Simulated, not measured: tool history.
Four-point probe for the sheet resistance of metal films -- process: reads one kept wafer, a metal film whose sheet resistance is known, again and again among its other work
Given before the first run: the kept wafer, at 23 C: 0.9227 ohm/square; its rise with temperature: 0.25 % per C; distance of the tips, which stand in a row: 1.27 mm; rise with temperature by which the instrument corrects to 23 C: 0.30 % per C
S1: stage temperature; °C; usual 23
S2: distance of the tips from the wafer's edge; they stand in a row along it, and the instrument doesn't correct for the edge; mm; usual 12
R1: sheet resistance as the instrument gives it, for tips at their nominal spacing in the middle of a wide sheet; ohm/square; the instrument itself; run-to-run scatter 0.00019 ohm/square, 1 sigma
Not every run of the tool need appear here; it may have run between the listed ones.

| run | hour | S1 | S2 | R1 |
|---|---|---|---|---|
| 1 | 0 | 23 | 12 | 0.927793 |
| 2 | 43 | 23 | 12 | 0.927882 |
| 3 | 92.8 | 23 | 12 | 0.927542 |
| 4 | 116.8 | 23 | 12 | 0.927741 |
| 5 | 153.7 | 23 | 12 | 0.927604 |
| 6 | 188.4 | 23 | 12 | 0.927657 |
| 7 | 243.9 | 23 | 12 | 0.927086 |
| 8 | 301.5 | 23 | 12 | 0.927003 |
| 9 | 331.6 | 23 | 12 | 0.927215 |
| 10 | 356.7 | 23 | 12 | 0.927193 |
| 11 | 407.3 | 18 | 12 | 0.929355 |
| 12 | 441.4 | 18 | 12 | 0.929325 |
| 13 | 469.9 | 18 | 12 | 0.929725 |
| 14 | 500.4 | 23 | 12 | 0.927075 |
| 15 | 541 | 23 | 12 | 0.926602 |
| 16 | 577.2 | 23 | 12 | 0.926514 |
| 17 | 608.6 | 23 | 14 | 0.924985 |
| 18 | 643.3 | 23 | 14 | 0.924856 |
| 19 | 687.2 | 23 | 14 | 0.924684 |
| 20 | 711.1 | 23 | 14 | 0.924613 |
| 21 | 741.6 | 23 | 14 | 0.924694 |
| 22 | 798.8 | 23 | 14 | 0.924878 |
|  | 804 | stage's thermometer calibrated |
| 23 | 834.6 | 23 | 21 | 0.922174 |
| 24 | 885.5 | 23 | 21 | 0.921724 |
| 25 | 941.5 | 28 | 28 | 0.918773 |
|  | 978.8 | stage's thermometer calibrated, once more |
| 26 | 995.6 | 28 | 28 | 0.919326 |
| 27 | 1033.7 | 23 | 25 | 0.921728 |
| 28 | 1071.4 | 22 | 19 | 0.922919 |
| 29 | 1122 | 35 | 14 | 0.918856 |
| 30 | 1150.3 | 27 | 50 | 0.918589 |
| 31 | 1175 | 25 | 15 | 0.922845 |
| 32 | 1222.3 | 22 | 47 | 0.920684 |
| 33 | 1274.5 | 34 | 23 | 0.916315 |
| 34 | 1304.6 | 19 | 19 | 0.923857 |
| 35 | 1345.7 | 25 | 9 | 0.928338 |
| 36 | 1378.6 | 28 | 9 | 0.927039 |
| 37 | 1427.2 | 31 | 9 | 0.925653 |
| 38 | 1475.9 | 31 | 9 | 0.925347 |
| 39 | 1504.4 | 21 | 15 | 0.923607 |
| 40 | 1531.7 | 21 | 15 | 0.92373 |
| 41 | 1567.1 | 21 | 15 | 0.923365 |
| 42 | 1608.5 | 21 | 15 | 0.923727 |
| 43 | 1656.9 | 21 | 15 | 0.923242 |
| 44 | 1712 | 22 | 6 | 0.940983 |
| 45 | 1766.7 | 27 | 12 | 0.922415 |

Results for each run, recomputed without the tool's hidden state and with each run's random variation untouched:
What the log doesn't record here: inner tips' distance over the nominal, %; tips' flats over new ones', %; wafer's true temperature over the reading, C; drift of the gauge itself on sheet_ohm, %.
| run | R1 |
|---|---|
| 1 | 0.928028 |
| 2 | 0.928219 |
| 3 | 0.928 |
| 4 | 0.928254 |
| 5 | 0.92821 |
| 6 | 0.928352 |
| 7 | 0.927916 |
| 8 | 0.927981 |
| 9 | 0.928266 |
| 10 | 0.928307 |
| 11 | 0.930594 |
| 12 | 0.930643 |
| 13 | 0.931116 |
| 14 | 0.928536 |
| 15 | 0.928159 |
| 16 | 0.928165 |
| 17 | 0.926703 |
| 18 | 0.926653 |
| 19 | 0.926587 |
| 20 | 0.92657 |
| 21 | 0.926725 |
| 22 | 0.927048 |
| 23 | 0.924606 |
| 24 | 0.924287 |
| 25 | 0.921462 |
| 26 | 0.921562 |
| 27 | 0.924064 |
| 28 | 0.92534 |
| 29 | 0.921387 |
| 30 | 0.921191 |
| 31 | 0.925513 |
| 32 | 0.923459 |
| 33 | 0.919193 |
| 34 | 0.926841 |
| 35 | 0.931436 |
| 36 | 0.930202 |
| 37 | 0.928927 |
| 38 | 0.928736 |
| 39 | 0.927062 |
| 40 | 0.927252 |
| 41 | 0.926968 |
| 42 | 0.927425 |
| 43 | 0.927052 |
| 44 | 0.944999 |
| 45 | 0.926487 |
